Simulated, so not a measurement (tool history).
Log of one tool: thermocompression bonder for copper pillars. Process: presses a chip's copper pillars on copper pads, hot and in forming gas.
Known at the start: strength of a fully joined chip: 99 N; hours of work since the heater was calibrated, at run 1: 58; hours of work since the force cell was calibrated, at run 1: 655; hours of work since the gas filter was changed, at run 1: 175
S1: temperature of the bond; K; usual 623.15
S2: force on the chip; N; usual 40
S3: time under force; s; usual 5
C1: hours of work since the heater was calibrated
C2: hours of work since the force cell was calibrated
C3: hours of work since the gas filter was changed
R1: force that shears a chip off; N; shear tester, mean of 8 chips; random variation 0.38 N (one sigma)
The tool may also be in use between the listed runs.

run     day      S1  S2  S3   C1   C2   C3    R1
  1   0.000  623.15  40   5   58  655  175  36.6
  2   0.967  623.15  40   5   75  672  192  35.8
  3   2.042  633.15  40   5   94  691  211  39.6
  4   3.050  633.15  40   5  111  709  229  39.3
      3.238  -- force cell calibrated
  5   3.812  633.15  40   5  124   10  241  38.2
      3.933  -- forming gas filter changed
  6   5.054  633.15  40   5  145   31   20  39.7
  7   6.404  633.15  40   5  169   55   43  40.0
      7.542  -- force cell calibrated, once more
  8   7.758  633.15  40   5  191    4   66  43.0
  9   8.496  648.15  52   5  204   17   79  60.3
 10   9.888  620.15  26   3  229   41  103  19.0
 11  11.371  623.15  35   5  255   67  129  34.0
 12  12.933  617.15  35  12  282   95  157  44.5
 13  14.000  617.15  35  12  301  113  175  44.3
 14  14.875  597.15  60  12  316  129  191  60.4
 15  16.525  616.15  39   6  345  158  220  36.8

Forecast each of these 3 alternatives for the next run:
     17.792  -- forming gas filter changed
  A  17.879  616.15  58  10  368  181   2   ?
     17.792  -- forming gas filter changed
  B  17.879  597.15  40   5  368  181   2   ?
     17.792  -- forming gas filter changed
  C  17.879  596.15  39   6  368  181   2   ?

run    R1
  A  66.2
  B  31.3
  C  32.9
Without the tool's hidden state the same runs would have given:
run    R1
  A  64.5
  B  30.0
  C  31.6
